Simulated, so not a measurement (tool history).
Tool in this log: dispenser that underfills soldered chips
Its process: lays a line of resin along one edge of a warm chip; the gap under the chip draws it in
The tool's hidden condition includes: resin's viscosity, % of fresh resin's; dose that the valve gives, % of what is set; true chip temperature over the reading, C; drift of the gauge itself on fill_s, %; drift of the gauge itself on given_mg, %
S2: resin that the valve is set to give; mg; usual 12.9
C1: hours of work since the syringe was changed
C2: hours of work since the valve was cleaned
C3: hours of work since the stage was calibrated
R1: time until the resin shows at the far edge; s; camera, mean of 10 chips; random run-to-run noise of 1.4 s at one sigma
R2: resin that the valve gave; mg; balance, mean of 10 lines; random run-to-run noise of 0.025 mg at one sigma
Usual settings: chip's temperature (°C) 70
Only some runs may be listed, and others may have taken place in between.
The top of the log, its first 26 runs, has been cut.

Run 27, day 6.938: usual settings but chip's temperature (°C) 74, S2 11.6 mg; C1 10; C2 62; C3 150. Result: R1 220.7 s, R2 11.23 mg.
At day 7.012: new syringe of resin.
Run 28, day 7.1: usual settings but chip's temperature (°C) 57, S2 13.5 mg; C1 1; C2 64; C3 153. Result: R1 295 s, R2 13.06 mg.
At day 7.162: dispensing valve cleaned and set on the balance.
Run 29, day 7.35: usual settings but chip's temperature (°C) 67, S2 14.1 mg; C1 5; C2 3; C3 156. Result: R1 219.4 s, R2 14.04 mg.
Run 30, day 7.604: usual settings but chip's temperature (°C) 64, S2 11.3 mg; C1 9; C2 7; C3 161. Result: R1 366.9 s, R2 11.28 mg.
At day 7.712: new syringe of resin.
Run 31, day 7.908: usual settings but chip's temperature (°C) 82, S2 12.8 mg; C1 3; C2 12; C3 166. Result: R1 99.2 s, R2 12.69 mg.
Run 32, day 8.267: usual settings but chip's temperature (°C) 82, S2 15.6 mg; C1 9; C2 18; C3 172. Result: R1 143.1 s, R2 15.41 mg.
At day 8.375: new syringe of resin.
Run 33, day 8.538: usual settings but chip's temperature (°C) 82, S2 15.6 mg; C1 3; C2 23; C3 176. Result: R1 90 s, R2 15.44 mg.
Run 34, day 8.733: usual settings but chip's temperature (°C) 82, S2 14.4 mg; C1 6; C2 26; C3 179. Result: R1 116.4 s, R2 14.21 mg.
At day 9.038: new syringe of resin.
Run 35, day 9.1: usual settings but chip's temperature (°C) 62, S2 11.5 mg; C1 1; C2 32; C3 185. Result: R1 234.3 s, R2 11.35 mg.
Run 36, day 9.304: usual settings but chip's temperature (°C) 62, S2 11.5 mg; C1 4; C2 35; C3 188. Result: R1 295.1 s, R2 11.25 mg.

Alternative continuations, all from the tool just after run 36; predict every row:
Run A, day 9.558: usual settings but chip's temperature (°C) 63, S2 11.3 mg; C1 9; C2 39; C3 193. Result: R1 ?, R2 ?.
Run B, day 9.558: usual settings but chip's temperature (°C) 59, S2 11.5 mg; C1 9; C2 39; C3 193. Result: R1 ?, R2 ?.
Run C, day 9.558: usual settings but chip's temperature (°C) 80, S2 12.8 mg; C1 9; C2 39; C3 193. Result: R1 ?, R2 ?.
Run D, day 9.558: usual settings but chip's temperature (°C) 83, S2 11.2 mg; C1 9; C2 39; C3 193. Result: R1 ?, R2 ?.

run     R1     R2
  A  371.8  11.04
  B  451.5  11.25
  C  154.1  12.48
  D  138.9  10.93
With the hidden condition removed and each run's random variation left untouched, the same runs would have given:
run     R1     R2
  A  200.9  11.29
  B  243.6  11.51
  C   83.5  12.76
  D   74.9  11.18

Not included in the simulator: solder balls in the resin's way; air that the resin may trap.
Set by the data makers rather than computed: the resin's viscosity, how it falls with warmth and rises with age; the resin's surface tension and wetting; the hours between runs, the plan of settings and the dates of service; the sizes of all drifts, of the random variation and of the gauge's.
